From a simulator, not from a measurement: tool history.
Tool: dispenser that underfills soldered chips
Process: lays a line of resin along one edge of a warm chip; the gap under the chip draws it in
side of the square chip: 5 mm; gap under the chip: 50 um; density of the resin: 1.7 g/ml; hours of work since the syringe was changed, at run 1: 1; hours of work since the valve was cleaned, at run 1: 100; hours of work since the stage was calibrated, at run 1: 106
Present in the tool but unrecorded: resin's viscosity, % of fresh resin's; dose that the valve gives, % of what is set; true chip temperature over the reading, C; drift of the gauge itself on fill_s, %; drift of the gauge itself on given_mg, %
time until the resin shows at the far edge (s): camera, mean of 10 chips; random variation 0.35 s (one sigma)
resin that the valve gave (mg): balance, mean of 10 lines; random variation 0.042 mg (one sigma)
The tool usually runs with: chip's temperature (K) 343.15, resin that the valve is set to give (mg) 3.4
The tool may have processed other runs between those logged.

run	hour	chip's temperature (K)	resin that the valve is set to give (mg)	hours of work since the syringe was changed	hours of work since the valve was cleaned	hours of work since the stage was calibrated	time until the resin shows at the far edge (s)	resin that the valve gave (mg)
1	0	343.15	3.4	1	100	106	20.2	3.07
2	7.4	343.15	3.4	6	105	111	25.8	3.13
# hour 14.3: new syringe of resin
3	17	343.15	3.4	2	111	117	21.2	3.14
4	26.1	343.15	3.4	8	118	124	27.9	3.12
# hour 30.7: new syringe of resin
5	33.2	343.15	4.01	2	122	128	20	3.65
6	38.6	343.15	3.4	5	126	132	24.6	3.02
7	44.6	343.15	3.4	9	130	136	31	3.08

Estimate the outcome of run 8 from the log above:
# hour 46.9: new syringe of resin
8	51.5	343.15	3.4	3	135	141	?	?

{"run 8": {"time until the resin shows at the far edge (s)": 22.9, "resin that the valve gave (mg)": 3.03}}
With no hidden state in the tool, this same run would have given time until the resin shows at the far edge (s) 18.8, resin that the valve gave (mg) 3.39.
